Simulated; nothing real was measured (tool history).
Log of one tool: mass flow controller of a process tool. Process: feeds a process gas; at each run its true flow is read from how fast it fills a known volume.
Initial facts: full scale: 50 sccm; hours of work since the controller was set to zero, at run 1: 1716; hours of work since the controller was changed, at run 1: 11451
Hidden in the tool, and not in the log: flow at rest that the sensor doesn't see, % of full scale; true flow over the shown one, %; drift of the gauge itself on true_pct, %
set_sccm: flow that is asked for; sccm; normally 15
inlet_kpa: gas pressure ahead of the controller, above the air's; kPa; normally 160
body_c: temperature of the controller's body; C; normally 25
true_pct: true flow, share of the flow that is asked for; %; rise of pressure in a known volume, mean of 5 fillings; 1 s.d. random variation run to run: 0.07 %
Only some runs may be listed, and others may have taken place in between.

| run | day | set_sccm | inlet_kpa | body_c | hours of work since the controller was set to zero | hours of work since the controller was changed | true_pct |
|---|---|---|---|---|---|---|---|
| 1 | 0.000 | 15 | 160 | 25 | 1716 | 11451 | 103.21 |
| 2 | 10.129 | 15 | 160 | 25 | 1886 | 11622 | 103.34 |
| 3 | 26.479 | 15 | 160 | 25 | 2161 | 11897 | 103.76 |
|  | 27.746 | controller exchanged for a calibrated one |
| 4 | 38.750 | 15 | 213 | 25 | 185 | 185 | 98.86 |
| 5 | 49.354 | 15 | 160 | 25 | 363 | 363 | 98.98 |
| 6 | 58.471 | 15 | 160 | 25 | 517 | 517 | 99.21 |
| 7 | 69.771 | 15 | 160 | 37 | 707 | 707 | 98.87 |
| 8 | 82.996 | 15 | 160 | 37 | 929 | 929 | 99.13 |
| 9 | 91.117 | 15 | 160 | 25 | 1066 | 1066 | 99.85 |
| 10 | 105.388 | 15 | 160 | 25 | 1306 | 1306 | 99.96 |
| 11 | 118.871 | 15 | 160 | 25 | 1533 | 1533 | 100.33 |
| 12 | 127.683 | 15 | 160 | 25 | 1681 | 1681 | 100.63 |
| 13 | 140.354 | 41 | 160 | 25 | 1894 | 1894 | 100.49 |
| 14 | 150.850 | 41 | 266 | 25 | 2070 | 2070 | 100.88 |
| 15 | 160.162 | 41 | 266 | 25 | 2227 | 2227 | 100.89 |
| 16 | 175.542 | 15 | 160 | 25 | 2486 | 2486 | 101.48 |
| 17 | 187.150 | 15 | 258 | 25 | 2681 | 2681 | 101.68 |
| 18 | 201.167 | 15 | 258 | 25 | 2917 | 2917 | 102.18 |
| 19 | 209.825 | 15 | 200 | 25 | 3062 | 3062 | 102.22 |
| 20 | 218.962 | 15 | 200 | 25 | 3216 | 3216 | 102.42 |
| 21 | 235.850 | 34 | 160 | 25 | 3500 | 3500 | 101.48 |
| 22 | 243.629 | 34 | 160 | 25 | 3631 | 3631 | 101.67 |
| 23 | 258.333 | 34 | 160 | 25 | 3878 | 3878 | 101.79 |
| 24 | 268.583 | 15 | 160 | 25 | 4050 | 4050 | 103.23 |
| 25 | 281.558 | 15 | 160 | 25 | 4269 | 4269 | 103.50 |
| 26 | 294.646 | 15 | 160 | 25 | 4489 | 4489 | 103.56 |
| 27 | 310.096 | 39 | 160 | 38 | 4749 | 4749 | 101.64 |
|  | 311.000 | controller's zero set anew |
| 28 | 318.646 | 37 | 160 | 37 | 129 | 4892 | 100.02 |
| 29 | 329.321 | 16 | 152 | 29 | 308 | 5071 | 99.95 |
| 30 | 339.338 | 16 | 152 | 29 | 477 | 5240 | 100.14 |
| 31 | 346.817 | 11 | 152 | 29 | 602 | 5366 | 100.27 |
| 32 | 361.879 | 15 | 212 | 21 | 856 | 5619 | 101.14 |
| 33 | 374.371 | 15 | 212 | 21 | 1066 | 5829 | 101.33 |
| 34 | 388.271 | 15 | 160 | 25 | 1300 | 6063 | 101.24 |
| 35 | 398.342 | 15 | 160 | 29 | 1469 | 6232 | 101.17 |
| 36 | 411.892 | 6 | 276 | 29 | 1697 | 6460 | 103.73 |
| 37 | 419.554 | 6 | 276 | 29 | 1826 | 6589 | 103.92 |
| 38 | 433.300 | 6 | 207 | 29 | 2057 | 6820 | 104.44 |
| 39 | 447.971 | 12 | 244 | 22 | 2304 | 7067 | 103.10 |
| 40 | 460.317 | 12 | 244 | 22 | 2511 | 7275 | 103.46 |
| 41 | 473.279 | 34 | 244 | 23 | 2729 | 7493 | 102.51 |
| 42 | 482.500 | 8 | 160 | 31 | 2884 | 7648 | 104.50 |
| 43 | 496.450 | 8 | 199 | 31 | 3119 | 7882 | 105.25 |
| 44 | 504.083 | 15 | 194 | 33 | 3247 | 8011 | 103.08 |
| 45 | 520.496 | 34 | 143 | 23 | 3523 | 8287 | 102.92 |
| 46 | 527.871 | 34 | 143 | 23 | 3647 | 8411 | 103.07 |
| 47 | 537.642 | 34 | 143 | 23 | 3812 | 8575 | 103.06 |

What if the next run were any one of these 4? Each begins from the tool's condition after run 47:
| A | 549.775 | 43 | 143 | 35 | 4016 | 8779 | ? |
| B | 549.775 | 20 | 211 | 23 | 4016 | 8779 | ? |
| C | 549.775 | 14 | 160 | 25 | 4016 | 8779 | ? |
| D | 549.775 | 45 | 143 | 33 | 4016 | 8779 | ? |

| run | true_pct |
|---|---|
| A | 102.67 |
| B | 103.81 |
| C | 104.53 |
| D | 102.72 |
Without the tool's hidden state the same runs would have given:
| run | true_pct |
|---|---|
| A | 99.21 |
| B | 98.98 |
| C | 98.58 |
| D | 99.32 |
